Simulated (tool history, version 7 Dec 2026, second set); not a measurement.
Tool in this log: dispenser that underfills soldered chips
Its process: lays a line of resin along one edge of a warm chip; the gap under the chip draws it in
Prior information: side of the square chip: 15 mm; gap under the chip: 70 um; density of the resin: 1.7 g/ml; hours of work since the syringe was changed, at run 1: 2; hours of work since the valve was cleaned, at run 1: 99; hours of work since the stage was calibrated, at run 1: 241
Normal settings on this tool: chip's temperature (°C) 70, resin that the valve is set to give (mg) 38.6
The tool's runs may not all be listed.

run,hour,chip's temperature (°C),resin that the valve is set to give (mg),hours of work since the syringe was changed,hours of work since the valve was cleaned,hours of work since the stage was calibrated,time until the resin shows at the far edge (s),resin that the valve gave (mg)
1,0.0,70,38.6,2,99,241,200.3,34.60
# hour 8.4: new syringe of resin
2,14.8,70,38.6,4,109,251,240.7,34.44
# hour 19.4: new syringe of resin
3,23.2,70,38.6,2,114,256,218.6,34.09
# hour 30.4: new syringe of resin
4,36.7,70,38.6,4,122,265,247.1,34.03
# hour 42.0: new syringe of resin
5,43.4,74,38.6,1,126,269,163.2,33.54
# hour 53.2: new syringe of resin
6,55.0,74,38.6,1,134,276,168.7,33.45
# hour 65.2: new syringe of resin
7,67.0,70,42.6,1,141,284,198.5,36.82
# hour 75.9: dispensing valve cleaned and set on the balance
# hour 77.2: new syringe of resin
8,81.2,76,35.5,3,3,292,165.9,35.27
# hour 88.9: new syringe of resin
9,89.6,76,35.5,1,8,297,143.2,35.25
10,96.5,81,40.3,5,13,302,157.0,40.07
# hour 100.2: new syringe of resin
11,110.0,81,40.3,6,21,310,178.6,39.65
# hour 111.4: new syringe of resin
# hour 122.3: new syringe of resin
12,122.9,81,38.9,0,29,318,117.0,37.85

Some steps in time until the resin shows at the far edge (s), run to run, broken into two amounts with sign: the step expected even without the hidden condition (settings, incoming material, random variation), and the rest, left for the hidden condition together with whatever gauge scatter is not in both the measured and the hidden-condition-free result:
Hidden conditions of the tool in this case: resin's viscosity, % of fresh resin's; dose that the valve gives, % of what is set; true chip temperature over the reading, C; drift of the gauge itself on fill_s, %; drift of the gauge itself on given_mg, %.
Run 4 -> 5: chip's temperature (°C) 70 -> 74, new syringe of resin. time until the resin shows at the far edge (s) -83.9: hidden state -57.7, all else -26.2.
Run 11 -> 12: resin that the valve is set to give (mg) 40.3 -> 38.9, new syringe of resin, new syringe of resin. time until the resin shows at the far edge (s) -61.6: hidden state -61.6, all else +0.0.
